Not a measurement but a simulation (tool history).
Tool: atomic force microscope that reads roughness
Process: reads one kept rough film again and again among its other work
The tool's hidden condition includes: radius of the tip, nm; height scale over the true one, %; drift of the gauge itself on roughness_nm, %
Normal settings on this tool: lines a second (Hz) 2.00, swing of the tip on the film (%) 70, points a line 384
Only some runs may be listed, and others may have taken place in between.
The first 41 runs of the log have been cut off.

run	hour	lines a second (Hz)	swing of the tip on the film (%)	points a line	pictures with this tip	hours of work since the height scale was calibrated	roughness of the kept film (nm (root mean square))
42	603.4	1.74	70	384	236	581	0.658
43	620.2	0.52	56	663	267	592	0.700
44	635.3	0.52	56	663	295	601	0.703
45	647.6	0.52	56	663	318	609	0.695
46	665.3	2.11	56	544	351	619	0.672
47	681.1	2.11	56	544	380	629	0.674
# hour 683.3: new tip fitted
48	702.3	2.74	75	408	36	642	0.602
49	721.4	0.72	65	669	71	654	0.697

Below are 4 alternative next runs, each starting from the tool's condition after run 49. Predict each:
A	743.7	0.84	65	725	112	668	?
B	743.7	0.96	65	615	112	668	?
C	743.7	3.00	65	669	112	668	?
D	743.7	2.00	88	340	112	668	?

run	roughness of the kept film (nm (root mean square))
A	0.689
B	0.686
C	0.638
D	0.556
Take away the tool's hidden state, keep each run's random variation, and the runs would have read:
run	roughness of the kept film (nm (root mean square))
A	0.690
B	0.688
C	0.640
D	0.558
